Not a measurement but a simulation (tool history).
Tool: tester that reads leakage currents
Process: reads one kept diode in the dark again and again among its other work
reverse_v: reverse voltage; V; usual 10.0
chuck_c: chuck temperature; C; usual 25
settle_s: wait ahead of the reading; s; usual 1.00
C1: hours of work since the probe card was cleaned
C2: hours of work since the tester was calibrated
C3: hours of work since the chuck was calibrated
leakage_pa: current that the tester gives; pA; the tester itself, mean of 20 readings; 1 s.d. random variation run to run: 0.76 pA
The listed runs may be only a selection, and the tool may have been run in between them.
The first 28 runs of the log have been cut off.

{"run": 29, "day": 79.429, "reverse_v": 3.0, "chuck_c": 25, "settle_s": 1.59, "C1": 316, "C2": 2304, "C3": 795, "leakage_pa": 153.61}
{"run": 30, "day": 83.467, "reverse_v": 3.0, "chuck_c": 25, "settle_s": 1.59, "C1": 358, "C2": 2347, "C3": 837, "leakage_pa": 153.7}
{"run": 31, "day": 87.017, "reverse_v": 3.0, "chuck_c": 35, "settle_s": 1.59, "C1": 395, "C2": 2384, "C3": 874, "leakage_pa": 377.61}
{"run": 32, "day": 89.671, "reverse_v": 2.7, "chuck_c": 43, "settle_s": 1.33, "C1": 423, "C2": 2412, "C3": 902, "leakage_pa": 707.39}
{"run": 33, "day": 92.133, "reverse_v": 10.0, "chuck_c": 33, "settle_s": 3.74, "C1": 449, "C2": 2437, "C3": 928, "leakage_pa": 566.26}
{"run": 34, "day": 95.892, "reverse_v": 1.0, "chuck_c": 25, "settle_s": 3.74, "C1": 488, "C2": 2477, "C3": 967, "leakage_pa": 91.79}
{"run": 35, "day": 99.75, "reverse_v": 1.0, "chuck_c": 25, "settle_s": 3.74, "C1": 528, "C2": 2517, "C3": 1007, "leakage_pa": 92.59}
{"run": 36, "day": 101.562, "reverse_v": 1.0, "chuck_c": 25, "settle_s": 3.74, "C1": 547, "C2": 2536, "C3": 1026, "leakage_pa": 92.67}
{"run": 37, "day": 105.075, "reverse_v": 10.0, "chuck_c": 55, "settle_s": 0.46, "C1": 584, "C2": 2573, "C3": 1063, "leakage_pa": 3442.16}
{"run": 38, "day": 108.808, "reverse_v": 1.3, "chuck_c": 24, "settle_s": 4.69, "C1": 623, "C2": 2612, "C3": 1102, "leakage_pa": 96.38}

Predict each of these 4 candidate next runs independently; none follows another, all start after run 38:
{"run": "A", "day": 111.754, "reverse_v": 10.0, "chuck_c": 44, "settle_s": 2.02, "C1": 654, "C2": 2642, "C3": 1133, "leakage_pa": "?"}
{"run": "B", "day": 111.754, "reverse_v": 11.0, "chuck_c": 25, "settle_s": 1.0, "C1": 654, "C2": 2642, "C3": 1133, "leakage_pa": "?"}
{"run": "C", "day": 111.754, "reverse_v": 10.0, "chuck_c": 25, "settle_s": 6.16, "C1": 654, "C2": 2642, "C3": 1133, "leakage_pa": "?"}
{"run": "D", "day": 111.754, "reverse_v": 1.3, "chuck_c": 47, "settle_s": 4.69, "C1": 654, "C2": 2642, "C3": 1133, "leakage_pa": "?"}

run=A leakage_pa=1447.24
run=B leakage_pa=297.80
run=C leakage_pa=280.98
run=D leakage_pa=698.87
Without the tool's hidden state the same runs would have given:
run=A leakage_pa=1309.01
run=B leakage_pa=265.44
run=C leakage_pa=250.24
run=D leakage_pa=633.55
